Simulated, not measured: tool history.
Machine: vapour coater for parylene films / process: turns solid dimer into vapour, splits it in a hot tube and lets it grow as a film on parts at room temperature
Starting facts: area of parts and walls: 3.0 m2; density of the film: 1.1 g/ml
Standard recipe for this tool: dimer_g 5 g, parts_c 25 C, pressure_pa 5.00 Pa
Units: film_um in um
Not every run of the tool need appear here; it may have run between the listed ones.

run 1 hour=0.0 | dimer_g=5 parts_c=25 pressure_pa=5.00 | film_um=1.07
run 2 hour=22.7 | dimer_g=5 parts_c=25 pressure_pa=5.00 | film_um=1.04
run 3 hour=43.5 | dimer_g=5 parts_c=25 pressure_pa=5.00 | film_um=1.04
run 4 hour=57.8 | dimer_g=2 parts_c=25 pressure_pa=5.00 | film_um=0.42
run 5 hour=67.6 | dimer_g=2 parts_c=25 pressure_pa=5.00 | film_um=0.41
run 6 hour=85.5 | dimer_g=2 parts_c=25 pressure_pa=5.00 | film_um=0.41
run 7 hour=103.1 | dimer_g=5 parts_c=25 pressure_pa=5.00 | film_um=1.05
run 8 hour=114.6 | dimer_g=5 parts_c=25 pressure_pa=5.00 | film_um=1.05
run 9 hour=136.9 | dimer_g=5 parts_c=25 pressure_pa=5.00 | film_um=1.05
run 10 hour=156.9 | dimer_g=5 parts_c=20 pressure_pa=5.00 | film_um=1.25
run 11 hour=179.2 | dimer_g=5 parts_c=25 pressure_pa=2.58 | film_um=1.17
run 12 hour=188.8 | dimer_g=3 parts_c=25 pressure_pa=5.00 | film_um=0.63
run 13 hour=202.3 | dimer_g=5 parts_c=25 pressure_pa=4.93 | film_um=1.04
run 14 hour=215.5 | dimer_g=5 parts_c=25 pressure_pa=4.93 | film_um=1.06
run 15 hour=228.8 | dimer_g=5 parts_c=25 pressure_pa=4.93 | film_um=1.06
run 16 hour=238.8 | dimer_g=5 parts_c=25 pressure_pa=4.93 | film_um=1.05
run 17 hour=260.9 | dimer_g=5 parts_c=25 pressure_pa=4.93 | film_um=1.04
run 18 hour=282.1 | dimer_g=5 parts_c=25 pressure_pa=4.93 | film_um=1.07
run 19 hour=301.4 | dimer_g=5 parts_c=25 pressure_pa=4.55 | film_um=1.08
run 20 hour=320.4 | dimer_g=5 parts_c=25 pressure_pa=4.55 | film_um=1.06
run 21 hour=337.1 | dimer_g=5 parts_c=25 pressure_pa=4.55 | film_um=1.07
run 22 hour=346.6 | dimer_g=7 parts_c=25 pressure_pa=5.00 | film_um=1.45
run 23 hour=366.9 | dimer_g=5 parts_c=28 pressure_pa=5.00 | film_um=0.95
run 24 hour=390.0 | dimer_g=5 parts_c=28 pressure_pa=5.00 | film_um=0.96
run 25 hour=400.1 | dimer_g=5 parts_c=19 pressure_pa=2.16 | film_um=1.47
run 26 hour=418.0 | dimer_g=5 parts_c=19 pressure_pa=2.16 | film_um=1.47
run 27 hour=440.1 | dimer_g=2 parts_c=20 pressure_pa=6.22 | film_um=0.48
run 28 hour=453.1 | dimer_g=7 parts_c=20 pressure_pa=6.22 | film_um=1.69
run 29 hour=469.3 | dimer_g=5 parts_c=22 pressure_pa=4.31 | film_um=1.19
-- hour=478.2 trap's valve overhauled
run 30 hour=487.6 | dimer_g=5 parts_c=22 pressure_pa=4.31 | film_um=1.21
run 31 hour=505.3 | dimer_g=4 parts_c=22 pressure_pa=4.31 | film_um=0.95
run 32 hour=514.8 | dimer_g=5 parts_c=29 pressure_pa=2.71 | film_um=1.02
run 33 hour=527.8 | dimer_g=5 parts_c=29 pressure_pa=2.71 | film_um=1.02
run 34 hour=543.9 | dimer_g=5 parts_c=23 pressure_pa=3.06 | film_um=1.24
run 35 hour=562.3 | dimer_g=4 parts_c=31 pressure_pa=2.39 | film_um=0.78
run 36 hour=578.7 | dimer_g=3 parts_c=27 pressure_pa=7.82 | film_um=0.54
run 37 hour=601.6 | dimer_g=3 parts_c=27 pressure_pa=7.82 | film_um=0.55
run 38 hour=611.5 | dimer_g=3 parts_c=27 pressure_pa=7.82 | film_um=0.53
run 39 hour=629.6 | dimer_g=9 parts_c=17 pressure_pa=7.54 | film_um=2.32

What does the tool deliver on the next run?
run 40 hour=650.8 | dimer_g=4 parts_c=18 pressure_pa=2.35 | film_um=?

film_um: 1.19 um
Had the tool carried no hidden state, the very same run would have given film_um 1.19 um.
